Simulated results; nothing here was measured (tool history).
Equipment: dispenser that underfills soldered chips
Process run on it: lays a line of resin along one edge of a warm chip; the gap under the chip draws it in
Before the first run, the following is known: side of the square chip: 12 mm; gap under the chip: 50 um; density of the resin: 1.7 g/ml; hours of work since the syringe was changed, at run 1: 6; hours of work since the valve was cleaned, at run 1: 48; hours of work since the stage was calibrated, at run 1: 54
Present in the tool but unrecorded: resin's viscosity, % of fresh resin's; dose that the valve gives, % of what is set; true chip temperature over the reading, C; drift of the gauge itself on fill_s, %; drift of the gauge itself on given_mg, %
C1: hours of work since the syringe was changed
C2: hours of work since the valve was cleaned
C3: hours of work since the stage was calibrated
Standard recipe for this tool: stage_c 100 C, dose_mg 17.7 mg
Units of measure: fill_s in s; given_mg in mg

{"run": 1, "hour": 0.0, "stage_c": 100, "dose_mg": 17.7, "C1": 6, "C2": 48, "C3": 54, "fill_s": 346.2, "given_mg": 17.33}
{"hour": 8.0, "done": "new syringe of resin"}
{"run": 2, "hour": 11.6, "stage_c": 100, "dose_mg": 17.7, "C1": 3, "C2": 57, "C3": 62, "fill_s": 264.4, "given_mg": 17.31}
{"run": 3, "hour": 18.7, "stage_c": 100, "dose_mg": 17.7, "C1": 8, "C2": 62, "C3": 67, "fill_s": 405.1, "given_mg": 17.2}
{"hour": 24.4, "done": "new syringe of resin"}
{"run": 4, "hour": 24.8, "stage_c": 99, "dose_mg": 17.7, "C1": 0, "C2": 66, "C3": 72, "fill_s": 228, "given_mg": 17.36}
{"run": 5, "hour": 29.9, "stage_c": 100, "dose_mg": 17.7, "C1": 4, "C2": 70, "C3": 75, "fill_s": 293.3, "given_mg": 17.45}
{"hour": 40.7, "done": "new syringe of resin"}
{"run": 6, "hour": 40.7, "stage_c": 100, "dose_mg": 17.7, "C1": 0, "C2": 77, "C3": 83, "fill_s": 215.5, "given_mg": 17.13}
{"run": 7, "hour": 49.5, "stage_c": 100, "dose_mg": 17.7, "C1": 6, "C2": 84, "C3": 89, "fill_s": 360.1, "given_mg": 17.24}
{"hour": 56.9, "done": "new syringe of resin"}
{"run": 8, "hour": 59.4, "stage_c": 100, "dose_mg": 17.7, "C1": 2, "C2": 90, "C3": 96, "fill_s": 247.6, "given_mg": 17.17}
{"run": 9, "hour": 65.5, "stage_c": 100, "dose_mg": 16.7, "C1": 6, "C2": 95, "C3": 101, "fill_s": 359.8, "given_mg": 16.14}
{"hour": 73.1, "done": "new syringe of resin"}
{"run": 10, "hour": 76.3, "stage_c": 100, "dose_mg": 16.7, "C1": 2, "C2": 102, "C3": 108, "fill_s": 267.1, "given_mg": 16.08}
{"run": 11, "hour": 85.5, "stage_c": 93, "dose_mg": 16.7, "C1": 9, "C2": 109, "C3": 115, "fill_s": 585.8, "given_mg": 15.99}
{"hour": 89.1, "done": "new syringe of resin"}
{"run": 12, "hour": 93.8, "stage_c": 114, "dose_mg": 18.9, "C1": 3, "C2": 115, "C3": 121, "fill_s": 175.6, "given_mg": 18.13}
{"run": 13, "hour": 104.3, "stage_c": 107, "dose_mg": 21.2, "C1": 11, "C2": 123, "C3": 128, "fill_s": 417.9, "given_mg": 20.21}
{"hour": 105.4, "done": "new syringe of resin"}
{"run": 14, "hour": 109.3, "stage_c": 103, "dose_mg": 17.1, "C1": 3, "C2": 126, "C3": 132, "fill_s": 238.2, "given_mg": 16.32}
{"hour": 110.9, "done": "dispensing valve cleaned and set on the balance"}
{"run": 15, "hour": 118.9, "stage_c": 103, "dose_mg": 17.1, "C1": 9, "C2": 6, "C3": 138, "fill_s": 403, "given_mg": 17.05}
{"hour": 122.9, "done": "new syringe of resin"}
{"run": 16, "hour": 130.4, "stage_c": 98, "dose_mg": 18.5, "C1": 5, "C2": 14, "C3": 146, "fill_s": 360.1, "given_mg": 18.43}

Hidden condition of the tool, last listed run before each entry between runs versus first listed run after:
Runs 1 to 2: new syringe of resin (hour 8)
  resin's viscosity, % of fresh resin's: 162 -> 124.9; dose that the valve gives, % of what is set: 98.34 -> 98.02; true chip temperature over the reading, C: -0.32 -> -0.36
  difference, measured minus the result without the unlogged condition, fill_s: +135.4 -> +56.2 s; given_mg: -0.29 -> -0.35 mg
Runs 3 to 4: new syringe of resin (hour 24.4)
  resin's viscosity, % of fresh resin's: 191.5 -> 103.5; dose that the valve gives, % of what is set: 97.84 -> 97.7; true chip temperature over the reading, C: -0.39 -> -0.42
  difference, measured minus the result without the unlogged condition, fill_s: +197.2 -> +11.8 s; given_mg: -0.38 -> -0.41 mg
Runs 5 to 6: new syringe of resin (hour 40.7)
  resin's viscosity, % of fresh resin's: 140.3 -> 100; dose that the valve gives, % of what is set: 97.57 -> 97.27; true chip temperature over the reading, C: -0.44 -> -0.48
  difference, measured minus the result without the unlogged condition, fill_s: +88.3 -> +4.6 s; given_mg: -0.44 -> -0.48 mg
Runs 7 to 8: new syringe of resin (hour 56.9)
  resin's viscosity, % of fresh resin's: 170.6 -> 114.7; dose that the valve gives, % of what is set: 97.03 -> 96.75; true chip temperature over the reading, C: -0.51 -> -0.55
  difference, measured minus the result without the unlogged condition, fill_s: +154.1 -> +37.2 s; given_mg: -0.53 -> -0.57 mg
Runs 9 to 10: new syringe of resin (hour 73.1)
  resin's viscosity, % of fresh resin's: 166.5 -> 122.7; dose that the valve gives, % of what is set: 96.59 -> 96.31; true chip temperature over the reading, C: -0.58 -> -0.62
  difference, measured minus the result without the unlogged condition, fill_s: +150.1 -> +56 s; given_mg: -0.57 -> -0.61 mg
Runs 11 to 12: new syringe of resin (hour 89.1)
  resin's viscosity, % of fresh resin's: 214.4 -> 132.7; dose that the valve gives, % of what is set: 96.05 -> 95.85; true chip temperature over the reading, C: -0.65 -> -0.68
  difference, measured minus the result without the unlogged condition, fill_s: +321.8 -> +46.9 s; given_mg: -0.66 -> -0.79 mg
Runs 13 to 14: new syringe of resin (hour 105.4)
  resin's viscosity, % of fresh resin's: 250.4 -> 124.7; dose that the valve gives, % of what is set: 95.56 -> 95.44; true chip temperature over the reading, C: -0.72 -> -0.74
  difference, measured minus the result without the unlogged condition, fill_s: +255.5 -> +54.1 s; given_mg: -0.94 -> -0.78 mg
Runs 14 to 15: dispensing valve cleaned and set on the balance (hour 110.9)
  resin's viscosity, % of fresh resin's: 124.7 -> 209.3; dose that the valve gives, % of what is set: 95.44 -> 99.93; true chip temperature over the reading, C: -0.74 -> -0.78
  difference, measured minus the result without the unlogged condition, fill_s: +54.1 -> +215.2 s; given_mg: -0.78 -> -0.01 mg
Runs 15 to 16: new syringe of resin (hour 122.9)
  resin's viscosity, % of fresh resin's: 209.3 -> 158.6; dose that the valve gives, % of what is set: 99.93 -> 99.6; true chip temperature over the reading, C: -0.78 -> -0.82
  difference, measured minus the result without the unlogged condition, fill_s: +215.2 -> +139.5 s; given_mg: -0.01 -> -0.07 mg
